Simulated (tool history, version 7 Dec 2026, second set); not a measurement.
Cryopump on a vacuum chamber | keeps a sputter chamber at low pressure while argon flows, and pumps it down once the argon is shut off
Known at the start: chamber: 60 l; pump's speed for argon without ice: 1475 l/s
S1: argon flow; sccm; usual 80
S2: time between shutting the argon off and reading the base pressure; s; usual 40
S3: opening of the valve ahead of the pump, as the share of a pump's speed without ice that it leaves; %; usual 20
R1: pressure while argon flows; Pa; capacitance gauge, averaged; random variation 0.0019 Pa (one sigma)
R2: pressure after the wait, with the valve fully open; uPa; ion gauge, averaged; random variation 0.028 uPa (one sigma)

{"run": 1, "hour": 0.0, "S1": 80, "S2": 40, "S3": 20, "R1": 0.4603, "R2": 1.5}
{"run": 2, "hour": 72.6, "S1": 80, "S2": 40, "S3": 20, "R1": 0.4631, "R2": 1.53}
{"run": 3, "hour": 116.0, "S1": 80, "S2": 40, "S3": 20, "R1": 0.4616, "R2": 1.48}
{"run": 4, "hour": 157.7, "S1": 80, "S2": 40, "S3": 20, "R1": 0.4638, "R2": 1.52}
{"run": 5, "hour": 218.7, "S1": 89, "S2": 40, "S3": 20, "R1": 0.5183, "R2": 1.55}
{"run": 6, "hour": 260.1, "S1": 89, "S2": 40, "S3": 20, "R1": 0.522, "R2": 1.58}
{"run": 7, "hour": 295.0, "S1": 89, "S2": 40, "S3": 20, "R1": 0.5214, "R2": 1.61}
{"run": 8, "hour": 333.8, "S1": 89, "S2": 40, "S3": 20, "R1": 0.5216, "R2": 1.58}
{"run": 9, "hour": 402.9, "S1": 89, "S2": 40, "S3": 20, "R1": 0.5239, "R2": 1.65}
{"run": 10, "hour": 437.4, "S1": 89, "S2": 40, "S3": 20, "R1": 0.5235, "R2": 1.61}
{"run": 11, "hour": 514.0, "S1": 80, "S2": 40, "S3": 20, "R1": 0.4755, "R2": 1.65}
{"run": 12, "hour": 587.2, "S1": 80, "S2": 40, "S3": 20, "R1": 0.4737, "R2": 1.75}
{"run": 13, "hour": 670.2, "S1": 80, "S2": 40, "S3": 20, "R1": 0.4812, "R2": 1.75}
{"run": 14, "hour": 725.6, "S1": 80, "S2": 40, "S3": 20, "R1": 0.4859, "R2": 1.76}
{"run": 15, "hour": 773.8, "S1": 80, "S2": 40, "S3": 20, "R1": 0.4843, "R2": 1.85}
{"run": 16, "hour": 822.1, "S1": 80, "S2": 40, "S3": 20, "R1": 0.4855, "R2": 1.77}
{"hour": 873.4, "done": "pump warmed up, emptied and cooled again"}
{"run": 17, "hour": 907.0, "S1": 80, "S2": 40, "S3": 20, "R1": 0.4637, "R2": 1.68}
{"run": 18, "hour": 986.1, "S1": 80, "S2": 40, "S3": 20, "R1": 0.4634, "R2": 1.68}
{"run": 19, "hour": 1064.2, "S1": 80, "S2": 40, "S3": 20, "R1": 0.4643, "R2": 1.73}
{"run": 20, "hour": 1133.6, "S1": 80, "S2": 40, "S3": 20, "R1": 0.4726, "R2": 1.82}
{"run": 21, "hour": 1173.6, "S1": 83, "S2": 40, "S3": 20, "R1": 0.485, "R2": 1.81}
{"run": 22, "hour": 1218.2, "S1": 40, "S2": 112, "S3": 19, "R1": 0.2487, "R2": 1.06}
{"run": 23, "hour": 1280.6, "S1": 44, "S2": 55, "S3": 32, "R1": 0.1635, "R2": 1.53}
{"run": 24, "hour": 1327.6, "S1": 44, "S2": 55, "S3": 32, "R1": 0.1663, "R2": 1.59}
{"run": 25, "hour": 1371.5, "S1": 47, "S2": 207, "S3": 59, "R1": 0.1017, "R2": 1.01}
{"run": 26, "hour": 1452.5, "S1": 54, "S2": 40, "S3": 34, "R1": 0.1939, "R2": 1.93}
{"run": 27, "hour": 1525.3, "S1": 50, "S2": 150, "S3": 20, "R1": 0.3016, "R2": 1.17}
{"run": 28, "hour": 1600.0, "S1": 50, "S2": 150, "S3": 20, "R1": 0.301, "R2": 1.2}
{"run": 29, "hour": 1683.1, "S1": 50, "S2": 150, "S3": 20, "R1": 0.3038, "R2": 1.27}
{"hour": 1761.1, "done": "pump warmed up, emptied and cooled again"}
{"run": 30, "hour": 1765.9, "S1": 50, "S2": 150, "S3": 20, "R1": 0.2873, "R2": 1.04}
{"run": 31, "hour": 1840.8, "S1": 91, "S2": 100, "S3": 20, "R1": 0.5277, "R2": 1.23}
{"run": 32, "hour": 1899.8, "S1": 91, "S2": 100, "S3": 20, "R1": 0.5286, "R2": 1.26}
{"run": 33, "hour": 1948.8, "S1": 91, "S2": 100, "S3": 20, "R1": 0.5279, "R2": 1.27}
{"run": 34, "hour": 2023.7, "S1": 57, "S2": 41, "S3": 20, "R1": 0.332, "R2": 1.93}
{"run": 35, "hour": 2098.7, "S1": 57, "S2": 97, "S3": 27, "R1": 0.2491, "R2": 1.4}

Forecast each of these 3 alternatives for the next run:
{"run": "A", "hour": 2135.4, "S1": 108, "S2": 97, "S3": 51, "R1": "?", "R2": "?"}
{"run": "B", "hour": 2135.4, "S1": 56, "S2": 27, "S3": 16, "R1": "?", "R2": "?"}
{"run": "C", "hour": 2135.4, "S1": 43, "S2": 58, "S3": 29, "R1": "?", "R2": "?"}

run=A R1=0.2618 R2=1.43
run=B R1=0.4100 R2=2.62
run=C R1=0.1757 R2=1.76
Without the tool's hidden state the same runs would have given:
run=A R1=0.2441 R2=0.70
run=B R1=0.4008 R2=1.90
run=C R1=0.1687 R2=1.05
